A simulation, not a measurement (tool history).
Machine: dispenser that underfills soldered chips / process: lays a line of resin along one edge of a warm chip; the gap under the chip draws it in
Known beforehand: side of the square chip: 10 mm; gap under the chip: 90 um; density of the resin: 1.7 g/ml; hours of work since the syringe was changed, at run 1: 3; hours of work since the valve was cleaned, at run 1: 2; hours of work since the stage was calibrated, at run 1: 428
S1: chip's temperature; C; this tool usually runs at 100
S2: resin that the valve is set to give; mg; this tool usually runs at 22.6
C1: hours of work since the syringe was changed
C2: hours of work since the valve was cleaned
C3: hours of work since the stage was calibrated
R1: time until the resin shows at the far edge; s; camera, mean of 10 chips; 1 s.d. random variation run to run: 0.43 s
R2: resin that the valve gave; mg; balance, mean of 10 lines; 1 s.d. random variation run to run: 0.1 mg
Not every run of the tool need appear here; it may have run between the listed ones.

run 1 hour=0.0 | S1=100 S2=22.6 | C1=3 C2=2 C3=428 | R1=36.1 R2=22.60
-- hour=5.8 new syringe of resin
run 2 hour=15.3 | S1=100 S2=22.6 | C1=6 C2=11 C3=438 | R1=44.8 R2=22.54
-- hour=17.5 new syringe of resin
-- hour=28.9 new syringe of resin
run 3 hour=30.4 | S1=100 S2=22.6 | C1=1 C2=20 C3=446 | R1=30.5 R2=22.35
-- hour=40.7 new syringe of resin
run 4 hour=46.3 | S1=100 S2=22.6 | C1=3 C2=30 C3=456 | R1=37.1 R2=22.32
-- hour=52.7 new syringe of resin
run 5 hour=55.8 | S1=100 S2=22.6 | C1=2 C2=35 C3=462 | R1=32.0 R2=22.29
-- hour=64.0 new syringe of resin
run 6 hour=70.0 | S1=113 S2=22.6 | C1=4 C2=44 C3=470 | R1=22.8 R2=22.06
-- hour=75.3 new syringe of resin
run 7 hour=85.3 | S1=113 S2=22.6 | C1=6 C2=53 C3=480 | R1=26.9 R2=21.97
-- hour=86.5 new syringe of resin
-- hour=97.6 new syringe of resin
run 8 hour=97.6 | S1=113 S2=22.6 | C1=0 C2=60 C3=487 | R1=16.6 R2=22.03
-- hour=109.7 new syringe of resin
run 9 hour=115.7 | S1=113 S2=22.6 | C1=4 C2=71 C3=498 | R1=22.4 R2=21.82
-- hour=121.7 new syringe of resin
-- hour=133.0 new syringe of resin
run 10 hour=133.4 | S1=113 S2=22.6 | C1=0 C2=82 C3=508 | R1=17.6 R2=21.78
-- hour=144.0 new syringe of resin
-- hour=148.9 dispensing valve cleaned and set on the balance
run 11 hour=151.5 | S1=113 S2=22.6 | C1=4 C2=2 C3=519 | R1=22.2 R2=22.38
-- hour=156.6 new syringe of resin
run 12 hour=165.2 | S1=113 S2=22.6 | C1=5 C2=10 C3=527 | R1=24.9 R2=22.37
-- hour=169.2 new syringe of resin
run 13 hour=174.4 | S1=113 S2=22.6 | C1=3 C2=15 C3=532 | R1=21.0 R2=22.36
-- hour=180.3 new syringe of resin
run 14 hour=187.5 | S1=113 S2=22.6 | C1=4 C2=23 C3=540 | R1=23.0 R2=22.39
-- hour=191.8 new syringe of resin
run 15 hour=202.1 | S1=113 S2=22.6 | C1=6 C2=32 C3=549 | R1=27.8 R2=22.49
-- hour=204.1 new syringe of resin
-- hour=215.3 new syringe of resin
run 16 hour=219.8 | S1=113 S2=22.6 | C1=3 C2=43 C3=560 | R1=21.3 R2=22.00
-- hour=226.7 new syringe of resin
-- hour=238.0 new syringe of resin
run 17 hour=238.3 | S1=86 S2=22.6 | C1=0 C2=54 C3=571 | R1=51.1 R2=22.02
-- hour=249.1 new syringe of resin
run 18 hour=256.3 | S1=92 S2=22.9 | C1=4 C2=65 C3=582 | R1=54.2 R2=22.21
-- hour=260.7 new syringe of resin
run 19 hour=270.1 | S1=99 S2=21.1 | C1=6 C2=73 C3=590 | R1=46.1 R2=20.33

Expected results for the next run?
-- hour=272.8 new syringe of resin
-- hour=284.6 new syringe of resin
run 20 hour=285.5 | S1=99 S2=21.1 | C1=1 C2=82 C3=599 | R1=? R2=?

{"run 20": {"R1": 30.5, "R2": 20.17}}
Take away the tool's hidden state, keep the run-to-run variation as it was, and the same run would have given R1 33.0 s, R2 21.00 mg.

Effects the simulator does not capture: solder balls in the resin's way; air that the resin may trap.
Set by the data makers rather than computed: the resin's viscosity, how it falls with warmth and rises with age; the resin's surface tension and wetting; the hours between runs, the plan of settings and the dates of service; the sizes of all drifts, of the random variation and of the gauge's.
